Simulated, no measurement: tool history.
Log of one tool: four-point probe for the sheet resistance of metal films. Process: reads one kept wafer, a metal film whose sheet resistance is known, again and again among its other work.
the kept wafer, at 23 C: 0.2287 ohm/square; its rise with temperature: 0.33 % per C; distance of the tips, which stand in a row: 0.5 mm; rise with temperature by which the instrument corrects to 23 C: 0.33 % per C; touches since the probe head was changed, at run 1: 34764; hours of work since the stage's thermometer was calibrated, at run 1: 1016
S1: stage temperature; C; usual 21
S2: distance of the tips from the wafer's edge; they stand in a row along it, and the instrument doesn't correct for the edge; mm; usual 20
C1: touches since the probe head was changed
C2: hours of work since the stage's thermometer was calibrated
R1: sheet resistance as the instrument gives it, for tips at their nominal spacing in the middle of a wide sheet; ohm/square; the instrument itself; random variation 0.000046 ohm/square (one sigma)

run,hour,S1,S2,C1,C2,R1
1,0.0,21,20,34764,1016,0.229566
2,21.4,21,20,35699,1031,0.229623
3,38.5,21,8,36446,1044,0.230000
4,51.4,21,9,37012,1053,0.229858
5,66.7,21,9,37681,1064,0.229815
6,78.7,21,9,38203,1073,0.229914
7,93.9,21,9,38867,1084,0.229915
8,115.4,20,20,39809,1100,0.229552
9,131.1,20,20,40494,1111,0.229683
10,146.1,20,20,41150,1122,0.229738
11,158.1,20,20,41675,1131,0.229660
12,178.6,20,20,42569,1146,0.229776
13,192.3,20,20,43169,1156,0.229691
14,206.4,20,20,43786,1166,0.229653
15,223.8,25,20,44548,1179,0.229765
16,245.0,25,20,45472,1194,0.229757
17,266.8,21,50,46424,1210,0.229673
18,291.9,21,50,47521,1228,0.229689
19,308.5,21,50,48250,1240,0.229708
20,322.8,21,50,48872,1250,0.229748
21,343.8,21,50,49793,1266,0.229713
# hour 356.1: stage's thermometer calibrated
22,356.8,21,50,50336,0,0.230092
23,370.9,19,23,50952,11,0.230136
24,386.9,35,10,51653,22,0.230480
25,401.5,26,11,52292,33,0.230435
26,426.3,20,5,53376,51,0.231378
27,449.7,24,7,54399,68,0.230832
28,460.3,24,7,54862,76,0.230701
29,482.3,24,7,55825,92,0.230867
30,498.5,18,4,56533,104,0.232107
31,511.6,18,4,57106,113,0.232144
32,529.3,18,20,57879,126,0.230228
33,546.3,19,17,58620,138,0.230285
34,560.0,19,17,59221,148,0.230388
35,572.2,19,17,59751,157,0.230372
36,583.2,19,17,60235,165,0.230337
37,593.8,23,8,60698,173,0.230642
38,604.9,19,3,61183,181,0.233680
39,621.7,19,3,61917,193,0.233571
40,646.9,24,12,63019,211,0.230492
41,661.3,30,60,63649,222,0.230245
42,678.7,30,60,64407,235,0.230312
43,690.1,20,32,64904,243,0.230389
44,702.5,20,13,65447,252,0.230461

3 ways to go on from here, each from the tool as it stands after run 44. What would each give?
A,716.7,20,42,66068,262,?
B,716.7,33,21,66068,262,?
C,716.7,21,20,66068,262,?

run,R1
A,0.230349
B,0.230435
C,0.230460
Without the tool's hidden state the same runs would have given:
run,R1
A,0.228718
B,0.228800
C,0.228829
